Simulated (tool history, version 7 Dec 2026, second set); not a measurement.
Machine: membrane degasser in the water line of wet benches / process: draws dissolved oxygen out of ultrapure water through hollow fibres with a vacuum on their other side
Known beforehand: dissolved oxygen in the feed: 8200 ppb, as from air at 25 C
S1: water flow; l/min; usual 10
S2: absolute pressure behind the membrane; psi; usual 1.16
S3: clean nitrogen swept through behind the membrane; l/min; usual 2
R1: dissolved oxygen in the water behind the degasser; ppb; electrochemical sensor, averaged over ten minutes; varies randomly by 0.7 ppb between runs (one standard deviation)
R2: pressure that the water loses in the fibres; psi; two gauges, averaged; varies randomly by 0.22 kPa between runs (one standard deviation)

run,hour,S1,S2,S3,R1,R2
1,0,10,1.16,2,65.2,7.752
2,289.4,10,1.16,2,65,7.691
3,646.5,10,1.16,2,65.2,7.729
4,876.5,10,1.16,2,64.9,7.709
5,1152.2,10,1.16,2,66.7,7.706
6,1438.1,10,1.16,2,65.4,7.813
# hour 1676.3: seals of the vacuum lines changed
7,1676.3,10,1.16,1.05,114.8,7.775
8,2018.3,10,1.16,2,65.5,7.794
9,2196,10,1.16,2,64.9,7.791
10,2383.1,10,1.16,2,66.5,7.804
11,2623.4,10,1.16,2,66,7.773
12,2903.5,10,1.16,2,66.1,7.835
13,3156.7,10,1.16,2,66.3,7.771
14,3360.5,10,1.16,2,66.3,7.826
15,3708.8,10,1.207,2,71,7.912
16,3864.6,10,1.207,2,71.2,7.832
# hour 3896.3: vacuum gauge calibrated
17,4184.3,9,2.149,0.84,290.8,7.124
18,4548.2,9,2.149,0.84,297,7.085
19,4804.8,9,2.149,0.84,297.3,7.1
20,5027,8,1.633,0.84,189.4,6.29
21,5297.4,10,1.156,2,68.2,7.87
22,5541,10,1.156,2,68.2,7.87
23,5717,10,1.156,2,70,7.971
# hour 5971.5: vacuum gauge calibrated, once more
24,5971.5,10,0.748,5.78,15.6,7.907
25,6246.1,7,2.138,4.18,51.6,5.545
26,6568.7,7,2.138,4.18,50.9,5.6
27,6791.7,10,1.04,2.5,48.2,7.903
28,7094.8,10,0.967,5.08,24.9,7.989
# hour 7135: seals of the vacuum lines changed
29,7422.8,10,0.967,5.08,24.2,7.955
30,7580.5,9,1.16,1.56,72.9,7.195
31,7882.4,9,1.16,1.56,71.5,7.232

What if the next run were any one of these 5? Each begins from the tool's condition after run 31:
A,8176.8,9,1.385,0.88,?,?
B,8176.8,11,1.16,2,?,?
C,8176.8,9,1.79,1.56,?,?
D,8176.8,9,1.437,0.82,?,?
E,8176.8,9,1.04,5.54,?,?

run,R1,R2
A,157.9,7.223
B,75.9,8.782
C,131,7.201
D,178.4,7.204
E,20.9,7.178
With no hidden state in the tool, these same runs would have given:
run,R1,R2
A,154.5,6.955
B,72.2,8.454
C,128.5,6.934
D,174.8,6.936
E,19.4,6.911
